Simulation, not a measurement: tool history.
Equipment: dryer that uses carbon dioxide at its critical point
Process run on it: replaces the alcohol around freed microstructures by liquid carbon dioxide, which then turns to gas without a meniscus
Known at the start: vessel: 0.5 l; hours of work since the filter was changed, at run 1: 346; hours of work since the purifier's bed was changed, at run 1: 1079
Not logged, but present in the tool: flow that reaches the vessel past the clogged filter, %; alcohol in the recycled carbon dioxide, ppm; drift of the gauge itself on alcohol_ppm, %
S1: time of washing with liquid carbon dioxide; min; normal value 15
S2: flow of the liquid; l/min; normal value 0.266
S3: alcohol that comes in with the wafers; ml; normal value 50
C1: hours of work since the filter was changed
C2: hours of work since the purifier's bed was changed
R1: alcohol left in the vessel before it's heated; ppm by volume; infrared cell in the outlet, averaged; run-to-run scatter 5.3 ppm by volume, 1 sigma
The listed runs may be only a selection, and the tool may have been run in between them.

Run 1, hour 0: usual settings; C1 346; C2 1079. Result: R1 519 ppm by volume.
Run 2, hour 22.5: usual settings but S3 103 ml; C1 362; C2 1095. Result: R1 786 ppm by volume.
At hour 52.4: purifier's bed changed.
Run 3, hour 64: usual settings but S3 82 ml; C1 390; C2 8. Result: R1 456 ppm by volume.
Run 4, hour 95.7: usual settings but S3 68 ml; C1 413; C2 31. Result: R1 406 ppm by volume.
Run 5, hour 129.2: usual settings but S2 0.232 l/min; C1 436; C2 55. Result: R1 635 ppm by volume.
Run 6, hour 159.2: usual settings but S2 0.232 l/min; C1 458; C2 76. Result: R1 685 ppm by volume.
At hour 164.9: inlet filter changed.
Run 7, hour 199: usual settings but S2 0.232 l/min; C1 24; C2 104. Result: R1 317 ppm by volume.
Run 8, hour 234.4: usual settings; C1 50; C2 129. Result: R1 160 ppm by volume.
Run 9, hour 269: usual settings but S1 19 min; C1 74; C2 154. Result: R1 60 ppm by volume.
Run 10, hour 294.2: usual settings but S1 19 min; C1 92; C2 172. Result: R1 64 ppm by volume.
Run 11, hour 337.5: usual settings but S1 18 min; C1 123; C2 203. Result: R1 98 ppm by volume.
Run 12, hour 371.1: usual settings but S1 18 min; C1 147; C2 227. Result: R1 105 ppm by volume.
Run 13, hour 413.2: usual settings but S1 18 min; C1 177; C2 257. Result: R1 97 ppm by volume.
Run 14, hour 438.3: usual settings but S1 18 min; C1 195; C2 275. Result: R1 118 ppm by volume.
Run 15, hour 464.8: usual settings but S1 18 min; C1 214; C2 294. Result: R1 118 ppm by volume.
Run 16, hour 505.9: usual settings but S1 18 min; C1 244; C2 323. Result: R1 141 ppm by volume.
Run 17, hour 543.9: usual settings but S1 18 min; C1 271; C2 351. Result: R1 144 ppm by volume.
Run 18, hour 575.9: usual settings but S3 35 ml; C1 294; C2 373. Result: R1 243 ppm by volume.
Run 19, hour 616.2: usual settings but S3 35 ml; C1 323; C2 402. Result: R1 258 ppm by volume.
Run 20, hour 634.5: usual settings but S3 42 ml; C1 336; C2 415. Result: R1 290 ppm by volume.
Run 21, hour 661.7: usual settings but S3 42 ml; C1 355; C2 435. Result: R1 301 ppm by volume.
Run 22, hour 683.9: usual settings; C1 371; C2 451. Result: R1 357 ppm by volume.
Run 23, hour 721.3: usual settings but S2 0.195 l/min; C1 398; C2 477. Result: R1 1402 ppm by volume.
Run 24, hour 754.2: usual settings but S2 0.195 l/min; C1 421; C2 501. Result: R1 1437 ppm by volume.
Run 25, hour 793: usual settings but S1 17 min, S2 0.213 l/min; C1 449; C2 529. Result: R1 619 ppm by volume.
At hour 810.6: inlet filter changed.
Run 26, hour 825.7: usual settings but S1 11 min, S3 87 ml; C1 11; C2 551. Result: R1 1392 ppm by volume.
Run 27, hour 850.9: usual settings but S1 11 min, S3 87 ml; C1 29; C2 569. Result: R1 1453 ppm by volume.
Run 28, hour 888.9: usual settings but S1 11 min, S3 87 ml; C1 56; C2 596. Result: R1 1460 ppm by volume.
Run 29, hour 907.5: usual settings but S1 20 min, S2 0.315 l/min, S3 76 ml; C1 69; C2 610. Result: R1 147 ppm by volume.
Run 30, hour 933.8: usual settings but S1 20 min, S2 0.315 l/min, S3 76 ml; C1 88; C2 628. Result: R1 148 ppm by volume.
Run 31, hour 958.5: usual settings but S1 20 min, S3 31 ml; C1 106; C2 646. Result: R1 159 ppm by volume.
Run 32, hour 978.1: usual settings but S1 20 min, S3 31 ml; C1 120; C2 660. Result: R1 160 ppm by volume.
Run 33, hour 997: usual settings but S2 0.197 l/min, S3 72 ml; C1 133; C2 674. Result: R1 1336 ppm by volume.
Run 34, hour 1032.6: usual settings but S2 0.197 l/min, S3 72 ml; C1 159; C2 699. Result: R1 1365 ppm by volume.
Run 35, hour 1073.3: usual settings but S2 0.197 l/min, S3 72 ml; C1 188; C2 728. Result: R1 1443 ppm by volume.
Run 36, hour 1104.2: usual settings but S1 12 min, S2 0.251 l/min; C1 210; C2 750. Result: R1 983 ppm by volume.
Run 37, hour 1137.7: usual settings but S1 12 min, S2 0.251 l/min; C1 234; C2 774. Result: R1 1040 ppm by volume.
Run 38, hour 1161.4: usual settings but S2 0.336 l/min, S3 31 ml; C1 251; C2 791. Result: R1 217 ppm by volume.
Run 39, hour 1186.1: usual settings but S1 14 min, S2 0.336 l/min, S3 53 ml; C1 268; C2 809. Result: R1 254 ppm by volume.
Run 40, hour 1219.8: usual settings but S1 14 min, S2 0.336 l/min, S3 53 ml; C1 292; C2 833. Result: R1 265 ppm by volume.
Run 41, hour 1242.3: usual settings but S3 33 ml; C1 309; C2 849. Result: R1 342 ppm by volume.
Run 42, hour 1263.6: usual settings but S3 33 ml; C1 324; C2 864. Result: R1 354 ppm by volume.
Run 43, hour 1290.2: usual settings but S3 33 ml; C1 343; C2 883. Result: R1 361 ppm by volume.
Run 44, hour 1315: usual settings but S3 33 ml; C1 360; C2 901. Result: R1 382 ppm by volume.
Run 45, hour 1350.8: usual settings but S1 10 min, S2 0.321 l/min, S3 30 ml; C1 386; C2 927. Result: R1 698 ppm by volume.
Run 46, hour 1380.9: usual settings but S1 10 min, S2 0.24 l/min, S3 37 ml; C1 408; C2 948. Result: R1 2291 ppm by volume.
Run 47, hour 1414.2: usual settings but S1 13 min, S2 0.42 l/min, S3 26 ml; C1 431; C2 972. Result: R1 239 ppm by volume.

Predict each of these 4 candidate next runs independently; none follows another, all start after run 47:
Run A, hour 1451.8: usual settings but S1 11 min, S2 0.333 l/min, S3 34 ml; C1 458; C2 999. Result: R1 ?.
Run B, hour 1451.8: usual settings but S1 20 min, S2 0.165 l/min, S3 23 ml; C1 458; C2 999. Result: R1 ?.
Run C, hour 1451.8: usual settings but S1 16 min, S2 0.42 l/min, S3 31 ml; C1 458; C2 999. Result: R1 ?.
Run D, hour 1451.8: usual settings but S1 13 min, S2 0.42 l/min, S3 79 ml; C1 458; C2 999. Result: R1 ?.

run   R1
  A  541
  B  594
  C  239
  D  297
Take away the tool's hidden state, keep each run's random variation, and the runs would have read:
run   R1
  A  139
  B  170
  C    6
  D   30
